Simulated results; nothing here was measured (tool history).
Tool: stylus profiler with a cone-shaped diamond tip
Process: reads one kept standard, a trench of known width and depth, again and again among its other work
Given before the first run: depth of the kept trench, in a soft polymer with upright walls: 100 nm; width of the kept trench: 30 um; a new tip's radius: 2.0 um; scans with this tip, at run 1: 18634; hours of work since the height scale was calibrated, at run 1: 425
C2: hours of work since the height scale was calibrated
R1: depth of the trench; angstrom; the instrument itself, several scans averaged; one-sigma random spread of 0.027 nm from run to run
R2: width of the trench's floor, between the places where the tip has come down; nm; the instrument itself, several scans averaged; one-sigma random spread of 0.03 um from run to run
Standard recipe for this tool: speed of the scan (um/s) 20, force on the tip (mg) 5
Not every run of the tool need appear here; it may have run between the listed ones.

run 1 hour=0 | speed_of_the_scan_(um/s)=20 force_on_the_tip_(mg)=5 | scans_with_this_tip=18634 C2=425 | R1=1026.6 R2=28370
run 2 hour=40.9 | speed_of_the_scan_(um/s)=10 force_on_the_tip_(mg)=5 | scans_with_this_tip=19065 C2=454 | R1=1026.7 R2=28290
run 3 hour=92.5 | speed_of_the_scan_(um/s)=10 force_on_the_tip_(mg)=5 | scans_with_this_tip=19608 C2=491 | R1=1026.4 R2=28360
run 4 hour=144.8 | speed_of_the_scan_(um/s)=10 force_on_the_tip_(mg)=5 | scans_with_this_tip=20159 C2=528 | R1=1026.5 R2=28370
run 5 hour=190.8 | speed_of_the_scan_(um/s)=10 force_on_the_tip_(mg)=5 | scans_with_this_tip=20643 C2=561 | R1=1026.3 R2=28370
run 6 hour=249.5 | speed_of_the_scan_(um/s)=10 force_on_the_tip_(mg)=5 | scans_with_this_tip=21260 C2=603 | R1=1026.2 R2=28290
run 7 hour=290 | speed_of_the_scan_(um/s)=10 force_on_the_tip_(mg)=3.12 | scans_with_this_tip=21687 C2=632 | R1=1019.1 R2=28260
run 8 hour=331.4 | speed_of_the_scan_(um/s)=11 force_on_the_tip_(mg)=3.12 | scans_with_this_tip=22123 C2=662 | R1=1018.9 R2=28300
run 9 hour=383.3 | speed_of_the_scan_(um/s)=11 force_on_the_tip_(mg)=3.12 | scans_with_this_tip=22669 C2=699 | R1=1018.7 R2=28280
run 10 hour=451.3 | speed_of_the_scan_(um/s)=11 force_on_the_tip_(mg)=3.12 | scans_with_this_tip=23386 C2=747 | R1=1018.8 R2=28280
-- hour=499.8 new tip fitted, height scale calibrated
run 11 hour=503.9 | speed_of_the_scan_(um/s)=20 force_on_the_tip_(mg)=5 | scans_with_this_tip=42 C2=3 | R1=1027.4 R2=28680
run 12 hour=571 | speed_of_the_scan_(um/s)=20 force_on_the_tip_(mg)=5 | scans_with_this_tip=749 C2=51 | R1=1026.7 R2=28710
run 13 hour=640.6 | speed_of_the_scan_(um/s)=20 force_on_the_tip_(mg)=12.86 | scans_with_this_tip=1482 C2=101 | R1=1051.2 R2=28690
run 14 hour=682.1 | speed_of_the_scan_(um/s)=20 force_on_the_tip_(mg)=12.86 | scans_with_this_tip=1919 C2=130 | R1=1051.3 R2=28690
run 15 hour=720.9 | speed_of_the_scan_(um/s)=20 force_on_the_tip_(mg)=12.86 | scans_with_this_tip=2327 C2=158 | R1=1050.8 R2=28670
run 16 hour=781.4 | speed_of_the_scan_(um/s)=20 force_on_the_tip_(mg)=12.86 | scans_with_this_tip=2964 C2=201 | R1=1050.4 R2=28640
run 17 hour=822.4 | speed_of_the_scan_(um/s)=20 force_on_the_tip_(mg)=5 | scans_with_this_tip=3396 C2=231 | R1=1026.7 R2=28590
run 18 hour=861.3 | speed_of_the_scan_(um/s)=20 force_on_the_tip_(mg)=7.01 | scans_with_this_tip=3805 C2=259 | R1=1033.8 R2=28650
run 19 hour=908.6 | speed_of_the_scan_(um/s)=20 force_on_the_tip_(mg)=7.01 | scans_with_this_tip=4303 C2=292 | R1=1034.1 R2=28690
run 20 hour=960.9 | speed_of_the_scan_(um/s)=29 force_on_the_tip_(mg)=7.01 | scans_with_this_tip=4854 C2=330 | R1=1033.8 R2=28610
run 21 hour=1029.4 | speed_of_the_scan_(um/s)=29 force_on_the_tip_(mg)=7.01 | scans_with_this_tip=5575 C2=379 | R1=1033.7 R2=28600
run 22 hour=1084.2 | speed_of_the_scan_(um/s)=29 force_on_the_tip_(mg)=7.01 | scans_with_this_tip=6152 C2=418 | R1=1033.4 R2=28590
run 23 hour=1147.2 | speed_of_the_scan_(um/s)=29 force_on_the_tip_(mg)=7.01 | scans_with_this_tip=6815 C2=463 | R1=1032.9 R2=28540
run 24 hour=1195.9 | speed_of_the_scan_(um/s)=14 force_on_the_tip_(mg)=6.49 | scans_with_this_tip=7328 C2=498 | R1=1031.4 R2=28530
run 25 hour=1252.9 | speed_of_the_scan_(um/s)=14 force_on_the_tip_(mg)=6.49 | scans_with_this_tip=7928 C2=539 | R1=1031 R2=28580
run 26 hour=1303.7 | speed_of_the_scan_(um/s)=20 force_on_the_tip_(mg)=2.99 | scans_with_this_tip=8463 C2=575 | R1=1018.2 R2=28530
run 27 hour=1360.1 | speed_of_the_scan_(um/s)=5 force_on_the_tip_(mg)=7.56 | scans_with_this_tip=9057 C2=615 | R1=1035.2 R2=28550
run 28 hour=1416 | speed_of_the_scan_(um/s)=17 force_on_the_tip_(mg)=8.73 | scans_with_this_tip=9645 C2=655 | R1=1038.3 R2=28540
run 29 hour=1459.6 | speed_of_the_scan_(um/s)=32 force_on_the_tip_(mg)=2.86 | scans_with_this_tip=10104 C2=687 | R1=1017.1 R2=28440
run 30 hour=1515.5 | speed_of_the_scan_(um/s)=7 force_on_the_tip_(mg)=6.93 | scans_with_this_tip=10693 C2=727 | R1=1032.2 R2=28580
run 31 hour=1551.4 | speed_of_the_scan_(um/s)=47 force_on_the_tip_(mg)=3.87 | scans_with_this_tip=11071 C2=752 | R1=1021.4 R2=28370
run 32 hour=1589.8 | speed_of_the_scan_(um/s)=27 force_on_the_tip_(mg)=9.94 | scans_with_this_tip=11476 C2=780 | R1=1042.1 R2=28490
run 33 hour=1628.5 | speed_of_the_scan_(um/s)=8 force_on_the_tip_(mg)=5 | scans_with_this_tip=11882 C2=807 | R1=1025.5 R2=28490
-- hour=1634.2 height scale calibrated on a step standard
run 34 hour=1674.1 | speed_of_the_scan_(um/s)=35 force_on_the_tip_(mg)=3.87 | scans_with_this_tip=12357 C2=29 | R1=1022.9 R2=28420
run 35 hour=1732.7 | speed_of_the_scan_(um/s)=48 force_on_the_tip_(mg)=3.87 | scans_with_this_tip=12975 C2=70 | R1=1023.1 R2=28310
run 36 hour=1797.9 | speed_of_the_scan_(um/s)=16 force_on_the_tip_(mg)=9.47 | scans_with_this_tip=13661 C2=117 | R1=1042 R2=28420
run 37 hour=1837.1 | speed_of_the_scan_(um/s)=16 force_on_the_tip_(mg)=9.47 | scans_with_this_tip=14074 C2=145 | R1=1041.6 R2=28400
run 38 hour=1891.3 | speed_of_the_scan_(um/s)=33 force_on_the_tip_(mg)=8.45 | scans_with_this_tip=14644 C2=184 | R1=1038.4 R2=28370
run 39 hour=1919.7 | speed_of_the_scan_(um/s)=5 force_on_the_tip_(mg)=11.93 | scans_with_this_tip=14943 C2=204 | R1=1048.1 R2=28460
run 40 hour=1955.6 | speed_of_the_scan_(um/s)=19 force_on_the_tip_(mg)=3.66 | scans_with_this_tip=15321 C2=230 | R1=1022.1 R2=28370
run 41 hour=1984.9 | speed_of_the_scan_(um/s)=9 force_on_the_tip_(mg)=6.24 | scans_with_this_tip=15629 C2=251 | R1=1031.5 R2=28420
run 42 hour=2039.2 | speed_of_the_scan_(um/s)=9 force_on_the_tip_(mg)=6.24 | scans_with_this_tip=16201 C2=290 | R1=1031.1 R2=28430
run 43 hour=2098.5 | speed_of_the_scan_(um/s)=15 force_on_the_tip_(mg)=2.31 | scans_with_this_tip=16826 C2=332 | R1=1015.2 R2=28380

Each row is a separate what-if for the run after 43, all from the same tool condition, not one after another. Results?
run A hour=2152.7 | speed_of_the_scan_(um/s)=20 force_on_the_tip_(mg)=10.91 | scans_with_this_tip=17396 C2=371 | R1=? R2=?
run B hour=2152.7 | speed_of_the_scan_(um/s)=8 force_on_the_tip_(mg)=5 | scans_with_this_tip=17396 C2=371 | R1=? R2=?
run C hour=2152.7 | speed_of_the_scan_(um/s)=47 force_on_the_tip_(mg)=5 | scans_with_this_tip=17396 C2=371 | R1=? R2=?

run=A R1=1045.2 R2=28340
run=B R1=1026.5 R2=28450
run=C R1=1026.8 R2=28340
With no hidden state in the tool, these same runs would have given:
run=A R1=1046.1 R2=28660
run=B R1=1027.5 R2=28770
run=C R1=1027.7 R2=28670

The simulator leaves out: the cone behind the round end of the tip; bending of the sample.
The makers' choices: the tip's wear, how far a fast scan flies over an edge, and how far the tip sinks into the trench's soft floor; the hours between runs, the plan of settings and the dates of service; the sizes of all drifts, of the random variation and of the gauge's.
